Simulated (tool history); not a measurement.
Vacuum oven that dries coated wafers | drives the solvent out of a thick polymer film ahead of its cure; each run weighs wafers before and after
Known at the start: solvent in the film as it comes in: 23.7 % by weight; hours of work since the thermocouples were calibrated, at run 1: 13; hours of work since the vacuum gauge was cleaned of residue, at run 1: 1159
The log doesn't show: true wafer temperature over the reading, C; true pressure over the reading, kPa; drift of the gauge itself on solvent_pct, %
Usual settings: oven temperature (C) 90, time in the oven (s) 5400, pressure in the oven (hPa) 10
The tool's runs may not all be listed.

run	hour	oven temperature (C)	time in the oven (s)	pressure in the oven (hPa)	hours of work since the thermocouples were calibrated	hours of work since the vacuum gauge was cleaned of residue	solvent left in the film (%)
1	0	90	5400	10	13	1159	3.41
2	77.8	90	5400	10	70	1216	3.31
3	130.6	90	5400	15.3	109	1255	3.54
4	209.1	84	5400	15.3	166	1312	5.73
5	259.1	90	6540	10	203	1349	2.28
6	293.1	90	4440	10	228	1374	4.21
7	339.9	90	5400	10	262	1408	3.19
8	384.5	90	5400	10	295	1441	3.14
9	423.7	90	5400	30.9	323	1469	3.95
# hour 430.2: oven's thermocouples calibrated
10	496.9	90	5400	21.8	49	1521	3.48
11	571	90	5400	21.8	103	1576	3.53
12	644.4	90	5400	21.8	157	1629	3.43
13	678.2	90	5400	21.8	181	1654	3.41
14	730.5	90	3360	25.1	220	1692	6.41
15	791.3	93	2700	15.6	264	1737	6.35
16	872.9	102	8520	24	324	1796	0.81
# hour 927.5: oven's thermocouples calibrated, once more
17	940.3	102	8520	24	9	1844	0.8

Forecast each of these 3 alternatives for the next run:
A	1018.8	78	3720	24	67	1902	?
B	1018.8	83	3480	6.5	67	1902	?
C	1018.8	97	4860	11.2	67	1902	?

run	solvent left in the film (%)
A	11.24
B	8.93
C	1.89
Without the tool's hidden state the same runs would have given:
run	solvent left in the film (%)
A	11.25
B	8.95
C	1.86
